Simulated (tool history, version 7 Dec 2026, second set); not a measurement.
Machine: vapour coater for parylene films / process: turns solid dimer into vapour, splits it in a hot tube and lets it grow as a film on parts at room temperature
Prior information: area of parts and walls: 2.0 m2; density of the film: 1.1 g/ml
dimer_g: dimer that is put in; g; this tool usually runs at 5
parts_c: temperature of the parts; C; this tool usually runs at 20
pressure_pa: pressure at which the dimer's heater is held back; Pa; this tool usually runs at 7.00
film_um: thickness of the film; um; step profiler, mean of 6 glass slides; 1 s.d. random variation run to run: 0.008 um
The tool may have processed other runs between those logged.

| run | hour | dimer_g | parts_c | pressure_pa | film_um |
|---|---|---|---|---|---|
| 1 | 0.0 | 5 | 20 | 7.00 | 1.068 |
| 2 | 42.0 | 5 | 20 | 7.00 | 1.054 |
| 3 | 85.3 | 5 | 20 | 7.00 | 1.045 |
| 4 | 146.3 | 5 | 20 | 7.00 | 1.047 |
| 5 | 215.5 | 5 | 20 | 7.00 | 1.031 |
| 6 | 281.9 | 5 | 20 | 7.00 | 1.043 |
| 7 | 314.3 | 5 | 20 | 7.00 | 1.032 |
| 8 | 352.5 | 5 | 20 | 7.00 | 1.037 |
| 9 | 393.9 | 5 | 20 | 7.00 | 1.011 |
| 10 | 448.3 | 5 | 20 | 7.00 | 1.014 |
| 11 | 489.2 | 5 | 20 | 7.00 | 1.029 |
| 12 | 526.9 | 5 | 20 | 7.00 | 1.013 |
| 13 | 563.0 | 5 | 20 | 7.00 | 1.012 |
| 14 | 618.6 | 5 | 20 | 7.00 | 1.014 |
| 15 | 692.1 | 3 | 20 | 7.00 | 0.647 |
| 16 | 740.6 | 3 | 20 | 7.00 | 0.662 |
| 17 | 791.8 | 5 | 21 | 7.00 | 1.076 |
| 18 | 847.8 | 5 | 21 | 7.00 | 1.076 |
| 19 | 913.1 | 5 | 21 | 7.00 | 1.067 |
| 20 | 964.4 | 5 | 20 | 5.96 | 1.092 |
| 21 | 1006.4 | 5 | 20 | 7.00 | 1.073 |
| 22 | 1079.8 | 5 | 20 | 7.00 | 1.072 |
| 23 | 1139.0 | 3 | 20 | 7.00 | 0.642 |
| 24 | 1210.1 | 3 | 20 | 7.00 | 0.638 |
| 25 | 1281.2 | 3 | 13 | 5.31 | 0.735 |
| 26 | 1320.5 | 3 | 13 | 5.31 | 0.731 |
| 27 | 1377.6 | 3 | 13 | 5.31 | 0.730 |
| 28 | 1439.7 | 3 | 13 | 5.31 | 0.732 |
| 29 | 1507.8 | 3 | 13 | 2.66 | 0.785 |
| 30 | 1538.0 | 6 | 22 | 7.81 | 1.177 |
| 31 | 1602.9 | 6 | 22 | 7.81 | 1.166 |
| 32 | 1671.9 | 9 | 20 | 10.83 | 1.727 |
| 33 | 1727.9 | 9 | 20 | 10.83 | 1.718 |
| 34 | 1791.9 | 4 | 28 | 7.00 | 0.778 |
| 35 | 1844.1 | 4 | 28 | 7.00 | 0.777 |
| 36 | 1885.6 | 4 | 28 | 7.00 | 0.778 |
| 37 | 1944.3 | 4 | 28 | 6.15 | 0.782 |
| 38 | 1978.3 | 6 | 16 | 3.70 | 1.505 |
| 39 | 2019.3 | 4 | 20 | 2.57 | 0.974 |
| 40 | 2062.8 | 4 | 12 | 2.29 | 1.105 |
| 41 | 2106.8 | 4 | 12 | 2.29 | 1.101 |
| 42 | 2178.6 | 5 | 14 | 7.00 | 1.170 |
| 43 | 2242.4 | 5 | 21 | 3.86 | 1.113 |
| 44 | 2290.1 | 5 | 21 | 3.86 | 1.109 |
| 45 | 2345.5 | 5 | 20 | 2.56 | 1.160 |
| 46 | 2413.0 | 7 | 12 | 2.65 | 1.840 |

Taken out of this log: 3 entries between the listed runs. Where each belongs, and how the hidden state differs across it:
Run 14 -> run 15: trap's valve overhauled (hour 665.3)
  vapour lost through the trap's worn valve, %: 10.2 -> 0.3; true temperature of the parts over the reading, C: -0.3 -> -0.32
  what was measured, less what the result would be without the hidden state, film_um: -0.109 -> +0.002 um
Run 33 -> run 34: trap's valve overhauled (hour 1743.2)
  vapour lost through the trap's worn valve, %: 10.2 -> 0.8; true temperature of the parts over the reading, C: -0.61 -> -0.63
  what was measured, less what the result would be without the hidden state, film_um: -0.176 -> +0.002 um
Run 39 -> run 40: table's thermometer calibrated (hour 2051.0)
  vapour lost through the trap's worn valve, %: 3.1 -> 3.5; true temperature of the parts over the reading, C: -0.69 -> 0
  what was measured, less what the result would be without the hidden state, film_um: -0.019 -> -0.040 um
